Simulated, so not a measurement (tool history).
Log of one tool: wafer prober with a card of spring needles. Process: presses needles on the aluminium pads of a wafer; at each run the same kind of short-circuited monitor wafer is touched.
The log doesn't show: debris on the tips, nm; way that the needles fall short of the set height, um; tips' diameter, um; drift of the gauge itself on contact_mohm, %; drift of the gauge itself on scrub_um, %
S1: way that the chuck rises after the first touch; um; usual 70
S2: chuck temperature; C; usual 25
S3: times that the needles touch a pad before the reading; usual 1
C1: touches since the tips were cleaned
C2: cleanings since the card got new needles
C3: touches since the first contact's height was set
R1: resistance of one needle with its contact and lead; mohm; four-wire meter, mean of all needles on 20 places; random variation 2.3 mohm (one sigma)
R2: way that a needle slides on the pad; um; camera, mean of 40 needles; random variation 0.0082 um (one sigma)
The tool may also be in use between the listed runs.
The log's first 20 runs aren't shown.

{"hour": 287.6, "done": "tips cleaned on abrasive film"}
{"run": 21, "hour": 288.6, "S1": 78, "S2": 25, "S3": 1, "C1": 366, "C2": 27, "C3": 46452, "R1": 264, "R2": 10.143}
{"run": 22, "hour": 306.8, "S1": 78, "S2": 53, "S3": 2, "C1": 6887, "C2": 27, "C3": 52973, "R1": 272, "R2": 10.144}
{"hour": 311.7, "done": "tips cleaned on abrasive film"}
{"run": 23, "hour": 319.2, "S1": 84, "S2": 53, "S3": 1, "C1": 2658, "C2": 28, "C3": 57340, "R1": 265, "R2": 10.908}
{"hour": 335.7, "done": "tips cleaned on abrasive film"}
{"run": 24, "hour": 339.3, "S1": 84, "S2": 53, "S3": 1, "C1": 1307, "C2": 29, "C3": 64526, "R1": 272, "R2": 10.909}
{"hour": 360.4, "done": "tips cleaned on abrasive film"}
{"run": 25, "hour": 361.1, "S1": 84, "S2": 53, "S3": 1, "C1": 225, "C2": 30, "C3": 72263, "R1": 274, "R2": 10.909}
{"run": 26, "hour": 375.0, "S1": 84, "S2": 53, "S3": 1, "C1": 5214, "C2": 30, "C3": 77252, "R1": 270, "R2": 10.904}
{"hour": 385.3, "done": "tips cleaned on abrasive film"}
{"hour": 391.4, "done": "gauge calibrated"}
{"run": 27, "hour": 395.8, "S1": 70, "S2": 67, "S3": 1, "C1": 3748, "C2": 31, "C3": 84646, "R1": 280, "R2": 9.19}
{"hour": 410.6, "done": "tips cleaned on abrasive film"}
{"run": 28, "hour": 415.1, "S1": 70, "S2": 67, "S3": 1, "C1": 1599, "C2": 32, "C3": 91518, "R1": 281, "R2": 9.187}
{"run": 29, "hour": 427.3, "S1": 66, "S2": 73, "S3": 2, "C1": 5954, "C2": 32, "C3": 95873, "R1": 286, "R2": 8.657}
{"hour": 434.0, "done": "height of the first contact set anew"}
{"hour": 435.7, "done": "tips cleaned on abrasive film"}
{"run": 30, "hour": 448.0, "S1": 60, "S2": 25, "S3": 1, "C1": 4426, "C2": 33, "C3": 4970, "R1": 270, "R2": 7.875}
{"hour": 460.2, "done": "tips cleaned on abrasive film"}
{"run": 31, "hour": 460.2, "S1": 86, "S2": 25, "S3": 1, "C1": 0, "C2": 34, "C3": 9282, "R1": 264, "R2": 11.268}
{"run": 32, "hour": 474.2, "S1": 86, "S2": 25, "S3": 1, "C1": 5016, "C2": 34, "C3": 14298, "R1": 264, "R2": 11.253}
{"hour": 484.5, "done": "tips cleaned on abrasive film"}
{"run": 33, "hour": 484.5, "S1": 87, "S2": 67, "S3": 2, "C1": 0, "C2": 35, "C3": 17942, "R1": 274, "R2": 11.399}

5 ways to go on from here, each from the tool as it stands after run 33. What would each give?
{"run": "A", "hour": 497.3, "S1": 87, "S2": 88, "S3": 2, "C1": 4572, "C2": 35, "C3": 22514, "R1": "?", "R2": "?"}
{"run": "B", "hour": 497.3, "S1": 54, "S2": 53, "S3": 2, "C1": 4572, "C2": 35, "C3": 22514, "R1": "?", "R2": "?"}
{"run": "C", "hour": 497.3, "S1": 55, "S2": 64, "S3": 2, "C1": 4572, "C2": 35, "C3": 22514, "R1": "?", "R2": "?"}
{"run": "D", "hour": 497.3, "S1": 79, "S2": 67, "S3": 1, "C1": 4572, "C2": 35, "C3": 22514, "R1": "?", "R2": "?"}
{"run": "E", "hour": 497.3, "S1": 67, "S2": 67, "S3": 1, "C1": 4572, "C2": 35, "C3": 22514, "R1": "?", "R2": "?"}

run=A R1=284 R2=11.381
run=B R1=277 R2=7.051
run=C R1=284 R2=7.191
run=D R1=278 R2=10.338
run=E R1=283 R2=8.746
Without the tool's hidden state the same runs would have given:
run=A R1=284 R2=11.419
run=B R1=276 R2=7.075
run=C R1=283 R2=7.215
run=D R1=277 R2=10.373
run=E R1=282 R2=8.775

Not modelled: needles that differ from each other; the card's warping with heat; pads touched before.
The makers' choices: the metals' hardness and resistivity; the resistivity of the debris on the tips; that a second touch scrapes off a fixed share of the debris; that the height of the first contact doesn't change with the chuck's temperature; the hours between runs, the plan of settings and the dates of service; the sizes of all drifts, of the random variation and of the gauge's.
